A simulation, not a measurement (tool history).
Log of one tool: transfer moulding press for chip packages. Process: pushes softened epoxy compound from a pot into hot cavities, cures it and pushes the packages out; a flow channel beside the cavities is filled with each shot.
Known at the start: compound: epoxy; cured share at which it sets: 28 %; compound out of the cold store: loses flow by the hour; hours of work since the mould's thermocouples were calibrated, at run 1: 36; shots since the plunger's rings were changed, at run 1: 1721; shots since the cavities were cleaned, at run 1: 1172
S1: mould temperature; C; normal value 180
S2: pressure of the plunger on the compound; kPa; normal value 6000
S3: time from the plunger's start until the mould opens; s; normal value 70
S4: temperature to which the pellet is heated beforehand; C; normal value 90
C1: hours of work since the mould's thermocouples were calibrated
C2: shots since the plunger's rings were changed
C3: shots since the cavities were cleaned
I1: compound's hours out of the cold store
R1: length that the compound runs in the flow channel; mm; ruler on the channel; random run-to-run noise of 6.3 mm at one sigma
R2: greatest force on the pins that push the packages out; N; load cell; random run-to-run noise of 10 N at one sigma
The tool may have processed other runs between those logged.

Run 1, hour 0.0: usual settings; C1 36; C2 1721; C3 1172; I1 39.2. Result: R1 621 mm, R2 678 N.
At hour 2.5: cavities cleaned with cleaning compound and waxed.
Run 2, hour 16.4: usual settings; C1 47; C2 1981; C3 242; I1 28.3. Result: R1 660 mm, R2 543 N.
Run 3, hour 32.5: usual settings; C1 59; C2 2263; C3 524; I1 37.9. Result: R1 603 mm, R2 594 N.
Run 4, hour 46.4: usual settings but S1 176 C; C1 69; C2 2506; C3 767; I1 18.3. Result: R1 707 mm, R2 848 N.
Run 5, hour 59.2: usual settings but S1 176 C; C1 78; C2 2730; C3 991; I1 41.4. Result: R1 601 mm, R2 777 N.
At hour 72.0: cavities cleaned with cleaning compound and waxed.
Run 6, hour 79.6: usual settings but S1 176 C; C1 92; C2 3061; C3 134; I1 46.1. Result: R1 585 mm, R2 587 N.
Run 7, hour 100.3: usual settings but S1 176 C; C1 107; C2 3423; C3 496; I1 18.3. Result: R1 688 mm, R2 780 N.
Run 8, hour 112.6: usual settings but S1 176 C; C1 116; C2 3638; C3 711; I1 44.4. Result: R1 570 mm, R2 750 N.
Run 9, hour 123.7: usual settings but S1 176 C; C1 123; C2 3831; C3 904; I1 24.0. Result: R1 661 mm, R2 816 N.
Run 10, hour 136.4: usual settings but S1 173 C, S2 4640 kPa, S3 97 s; C1 133; C2 4054; C3 1127; I1 40.9. Result: R1 520 mm, R2 617 N.
At hour 142.0: cavities cleaned with cleaning compound and waxed.
Run 11, hour 151.1: usual settings but S1 185 C, S2 7160 kPa, S3 54 s, S4 93 C; C1 142; C2 4284; C3 158; I1 40.5. Result: R1 626 mm, R2 657 N.
Run 12, hour 164.2: usual settings but S2 6180 kPa, S3 52 s; C1 152; C2 4515; C3 389; I1 46.9. Result: R1 569 mm, R2 1056 N.
Run 13, hour 176.6: usual settings but S1 174 C, S2 6820 kPa, S3 87 s, S4 83 C; C1 161; C2 4731; C3 605; I1 11.0. Result: R1 759 mm, R2 633 N.
At hour 193.7: plunger's sealing rings changed.
Run 14, hour 196.1: usual settings but S1 174 C, S2 6820 kPa, S3 87 s, S4 83 C; C1 173; C2 43; C3 903; I1 14.8. Result: R1 813 mm, R2 648 N.
Run 15, hour 208.8: usual settings but S1 174 C, S2 6820 kPa, S3 87 s, S4 83 C; C1 182; C2 264; C3 1124; I1 28.3. Result: R1 726 mm, R2 658 N.
At hour 214.2: cavities cleaned with cleaning compound and waxed.
Run 16, hour 229.5: usual settings but S1 174 C, S2 6820 kPa, S3 87 s, S4 83 C; C1 196; C2 599; C3 267; I1 34.2. Result: R1 722 mm, R2 507 N.
Run 17, hour 240.8: usual settings but S1 172 C, S2 4570 kPa, S3 74 s; C1 204; C2 799; C3 467; I1 8.5. Result: R1 683 mm, R2 899 N.

Alternative continuations, all from the tool just after run 17; predict every row:
Run A, hour 262.6: usual settings but S1 186 C, S4 94 C; C1 220; C2 1180; C3 848; I1 12.3. Result: R1 ?, R2 ?.
Run B, hour 262.6: usual settings but S1 172 C, S2 5540 kPa, S3 62 s, S4 89 C; C1 220; C2 1180; C3 848; I1 28.8. Result: R1 ?, R2 ?.
Run C, hour 262.6: usual settings but S4 83 C; C1 220; C2 1180; C3 848; I1 16.9. Result: R1 ?, R2 ?.
Run D, hour 262.6: usual settings but S1 182 C, S4 96 C; C1 220; C2 1180; C3 848; I1 33.7. Result: R1 ?, R2 ?.
Run E, hour 262.6: usual settings but S2 7370 kPa, S3 91 s, S4 91 C; C1 220; C2 1180; C3 848; I1 13.0. Result: R1 ?, R2 ?.

run   R1    R2
  A  737   556
  B  653  1355
  C  734   713
  D  654   607
  E  836   570
Take away the tool's hidden state, keep each run's random variation, and the runs would have read:
run   R1   R2
  A  754  388
  B  668  925
  C  751  491
  D  668  419
  E  854  397

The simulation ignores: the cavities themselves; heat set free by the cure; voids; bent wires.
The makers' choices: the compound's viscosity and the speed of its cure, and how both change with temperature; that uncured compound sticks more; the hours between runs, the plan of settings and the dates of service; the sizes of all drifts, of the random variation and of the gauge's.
